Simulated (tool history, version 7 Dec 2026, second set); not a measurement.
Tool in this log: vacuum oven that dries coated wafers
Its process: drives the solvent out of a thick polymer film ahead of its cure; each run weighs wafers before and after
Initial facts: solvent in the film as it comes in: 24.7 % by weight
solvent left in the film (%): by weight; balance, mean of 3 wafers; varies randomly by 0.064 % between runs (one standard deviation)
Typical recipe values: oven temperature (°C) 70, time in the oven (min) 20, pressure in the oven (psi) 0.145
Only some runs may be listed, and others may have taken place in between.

Run 1, hour 0.0: usual settings. Result: solvent left in the film (%) 4.02.
Run 2, hour 8.2: usual settings. Result: solvent left in the film (%) 3.97.
Run 3, hour 19.2: usual settings but oven temperature (°C) 63. Result: solvent left in the film (%) 8.20.
Run 4, hour 30.7: usual settings but oven temperature (°C) 80. Result: solvent left in the film (%) 0.66.
Run 5, hour 43.2: usual settings. Result: solvent left in the film (%) 4.02.
Run 6, hour 54.4: usual settings but time in the oven (min) 13. Result: solvent left in the film (%) 7.04.
Run 7, hour 64.5: usual settings but pressure in the oven (psi) 0.131. Result: solvent left in the film (%) 3.97.
Run 8, hour 76.4: usual settings but pressure in the oven (psi) 0.131. Result: solvent left in the film (%) 4.01.
Run 9, hour 87.2: usual settings but pressure in the oven (psi) 0.131. Result: solvent left in the film (%) 4.04.
Run 10, hour 97.2: usual settings but time in the oven (min) 10. Result: solvent left in the film (%) 8.94.
Run 11, hour 103.5: usual settings but time in the oven (min) 10. Result: solvent left in the film (%) 8.72.
Run 12, hour 108.8: usual settings but time in the oven (min) 10. Result: solvent left in the film (%) 8.78.
Run 13, hour 117.3: usual settings but time in the oven (min) 10. Result: solvent left in the film (%) 8.58.
Run 14, hour 129.6: usual settings but time in the oven (min) 10. Result: solvent left in the film (%) 8.84.
Run 15, hour 135.7: usual settings but oven temperature (°C) 72. Result: solvent left in the film (%) 3.02.
Run 16, hour 146.1: usual settings but oven temperature (°C) 72. Result: solvent left in the film (%) 3.14.
Run 17, hour 152.6: usual settings. Result: solvent left in the film (%) 3.90.
Run 18, hour 164.1: usual settings. Result: solvent left in the film (%) 3.96.
Run 19, hour 173.6: usual settings. Result: solvent left in the film (%) 4.02.
Run 20, hour 179.9: usual settings. Result: solvent left in the film (%) 4.02.
Run 21, hour 186.9: usual settings. Result: solvent left in the film (%) 4.00.
Run 22, hour 198.6: usual settings but oven temperature (°C) 83, time in the oven (min) 17, pressure in the oven (psi) 0.400. Result: solvent left in the film (%) 1.07.
Run 23, hour 205.0: usual settings but oven temperature (°C) 83, time in the oven (min) 17, pressure in the oven (psi) 0.400. Result: solvent left in the film (%) 1.02.
Run 24, hour 216.6: usual settings but oven temperature (°C) 64, time in the oven (min) 12, pressure in the oven (psi) 0.087. Result: solvent left in the film (%) 10.91.
Run 25, hour 225.2: usual settings but time in the oven (min) 13. Result: solvent left in the film (%) 6.91.
Run 26, hour 237.8: usual settings but time in the oven (min) 10, pressure in the oven (psi) 0.425. Result: solvent left in the film (%) 9.18.
Run 27, hour 247.2: usual settings but oven temperature (°C) 64, time in the oven (min) 31, pressure in the oven (psi) 0.421. Result: solvent left in the film (%) 5.35.
Run 28, hour 259.4: usual settings but oven temperature (°C) 63, time in the oven (min) 16, pressure in the oven (psi) 0.345. Result: solvent left in the film (%) 10.24.
Run 29, hour 271.0: usual settings but oven temperature (°C) 79, pressure in the oven (psi) 0.328. Result: solvent left in the film (%) 1.24.
Run 30, hour 282.4: usual settings but oven temperature (°C) 79, time in the oven (min) 27, pressure in the oven (psi) 0.181. Result: solvent left in the film (%) 0.64.
Run 31, hour 291.8: usual settings but oven temperature (°C) 79, time in the oven (min) 27, pressure in the oven (psi) 0.181. Result: solvent left in the film (%) 0.40.
Run 32, hour 304.4: usual settings but oven temperature (°C) 73, time in the oven (min) 27, pressure in the oven (psi) 0.453. Result: solvent left in the film (%) 2.11.
Run 33, hour 309.7: usual settings but oven temperature (°C) 73, time in the oven (min) 27, pressure in the oven (psi) 0.453. Result: solvent left in the film (%) 2.16.
Run 34, hour 315.6: usual settings but oven temperature (°C) 71, pressure in the oven (psi) 0.251. Result: solvent left in the film (%) 3.76.
Run 35, hour 322.5: usual settings but time in the oven (min) 15, pressure in the oven (psi) 0.077. Result: solvent left in the film (%) 5.80.

Branching from run 35: 5 alternative next runs. What would each branch give?
Run A, hour 331.2: usual settings but oven temperature (°C) 67, time in the oven (min) 28, pressure in the oven (psi) 0.267. Result: solvent left in the film (%) ?.
Run B, hour 331.2: usual settings but oven temperature (°C) 76, time in the oven (min) 27, pressure in the oven (psi) 0.425. Result: solvent left in the film (%) ?.
Run C, hour 331.2: usual settings but oven temperature (°C) 63, time in the oven (min) 14. Result: solvent left in the film (%) ?.
Run D, hour 331.2: usual settings but oven temperature (°C) 72, time in the oven (min) 33, pressure in the oven (psi) 0.210. Result: solvent left in the film (%) ?.
Run E, hour 331.2: usual settings but oven temperature (°C) 63, time in the oven (min) 12, pressure in the oven (psi) 0.483. Result: solvent left in the film (%) ?.

run  solvent left in the film (%)
  A                          3.93
  B                          1.47
  C                         10.75
  D                          1.21
  E                         12.28
The same runs, with their run-to-run variation unchanged, on a tool lacking any hidden condition would have given:
run  solvent left in the film (%)
  A                          3.89
  B                          1.46
  C                         10.70
  D                          1.19
  E                         12.23
